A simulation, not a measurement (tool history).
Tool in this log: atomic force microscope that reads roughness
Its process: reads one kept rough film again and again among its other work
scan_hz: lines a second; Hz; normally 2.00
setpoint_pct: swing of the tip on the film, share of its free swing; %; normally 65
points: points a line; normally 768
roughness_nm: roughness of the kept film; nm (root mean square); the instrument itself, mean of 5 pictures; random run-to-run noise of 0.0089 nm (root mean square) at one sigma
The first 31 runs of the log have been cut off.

run,hour,scan_hz,setpoint_pct,points,roughness_nm
# hour 935.4: new tip fitted
32,941.5,2.01,65,610,2.014
33,964.6,2.01,63,969,2.002
34,1000.1,2.00,77,432,1.792
35,1033.9,2.00,77,432,1.750
# hour 1064.4: new tip fitted
36,1064.4,0.85,62,700,2.135
37,1083.8,0.56,68,360,2.109
38,1113.7,0.70,63,768,2.081
39,1149.1,0.53,90,768,1.908
40,1167.4,0.89,61,799,1.989
41,1190.7,0.89,61,799,1.974
# hour 1193.4: new tip fitted
42,1228.5,0.89,61,799,2.100
43,1257.3,0.89,61,799,2.051
44,1283.2,2.91,58,899,1.926
45,1319.4,0.74,57,768,1.997
# hour 1323.5: new tip fitted
46,1343.2,0.60,57,336,2.142
47,1366.5,2.00,61,294,1.982
48,1393.2,2.00,61,294,1.963
49,1415.2,1.95,61,361,1.960
50,1442.7,0.92,85,768,1.820
# hour 1453.0: new tip fitted
51,1466.7,0.89,63,768,2.119

Branching from run 51: 5 alternative next runs. What would each branch give?
A,1497.4,0.92,71,373,?
B,1497.4,1.64,89,682,?
C,1497.4,2.19,65,284,?
D,1497.4,2.16,77,351,?
E,1497.4,0.56,76,284,?

run,roughness_nm
A,2.016
B,1.694
C,1.934
D,1.786
E,2.048
Stripped of hidden state, with their random variation kept, the same runs would have yielded:
run,roughness_nm
A,2.049
B,1.721
C,1.966
D,1.815
E,2.081
